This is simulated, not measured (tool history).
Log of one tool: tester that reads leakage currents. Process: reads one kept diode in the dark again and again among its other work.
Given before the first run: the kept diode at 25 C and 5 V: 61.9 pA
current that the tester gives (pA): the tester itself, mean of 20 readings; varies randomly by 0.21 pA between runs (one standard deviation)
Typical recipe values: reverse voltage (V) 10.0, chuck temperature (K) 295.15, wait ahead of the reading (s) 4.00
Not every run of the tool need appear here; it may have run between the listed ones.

run    hour  reverse voltage (V)  chuck temperature (K)  wait ahead of the reading (s)  current that the tester gives (pA)
  1     0.0                 10.0                 295.15                           4.00                               68.35
  2    58.8                 10.0                 295.15                           4.00                               68.85
  3   114.3                 10.0                 295.15                           4.00                               67.91
  4   217.9                 10.0                 295.15                           4.00                               68.41
  5   310.0                 10.0                 295.15                           4.00                               68.34
  6   441.6                 10.0                 295.15                           4.00                               68.39
  7   561.8                 10.0                 295.15                           3.61                               68.14
  8   684.8                 10.0                 295.15                           2.37                               68.28
  9   808.0                 10.0                 295.15                           4.00                               68.07
 10   889.3                 10.0                 295.15                           4.00                               68.06
 11   958.2                 10.0                 295.15                           4.00                               68.34
 12  1042.7                 10.0                 295.15                           4.00                               68.46
 13  1149.9                 10.0                 302.15                           4.00                              117.31
 14  1237.7                  2.3                 295.15                           4.00                               33.74
 15  1336.6                  7.0                 295.15                           4.00                               57.69
 16  1407.5                 10.0                 295.15                           4.00                               68.28
 17  1525.0                 10.0                 295.15                           4.00                               68.22
 18  1654.4                 17.2                 324.15                           3.84                              719.78
 19  1770.2                 17.2                 324.15                           3.84                              721.05
 20  1876.5                 15.1                 329.15                           4.00                              933.71
 21  1986.5                 15.1                 329.15                           4.00                              938.04
 22  2069.3                  1.9                 311.15                           4.00                              103.03
 23  2143.1                  1.9                 311.15                           4.00                              103.18
 24  2255.6                  1.4                 311.15                           4.00                               89.59
 25  2361.0                 10.0                 300.15                           0.80                              101.45
 26  2442.7                 10.0                 295.15                           4.00                               67.98
 27  2516.7                  2.4                 296.15                           4.00                               37.24
 28  2646.2                  5.4                 295.15                           1.83                               50.92
 29  2768.6                 10.0                 304.15                           8.81                              136.16
 30  2827.6                  7.2                 310.15                           3.55                              181.14
 31  2957.1                  2.3                 293.15                           1.86                               28.73
 32  3071.8                  2.3                 308.15                           1.86                               91.01
 33  3187.7                 10.0                 300.15                           0.71                              101.53

Not shown: 1 entry that the log had between the listed runs. Between which runs, and how does the tool's hidden state differ before and after?
Runs 28 to 29: chuck's temperature calibrated (hour 2711.8)
  true chuck temperature over the reading, C: -0.01 -> 0
  measured result minus the result with no hidden state, current that the tester gives (pA): -0.03 -> +0.00
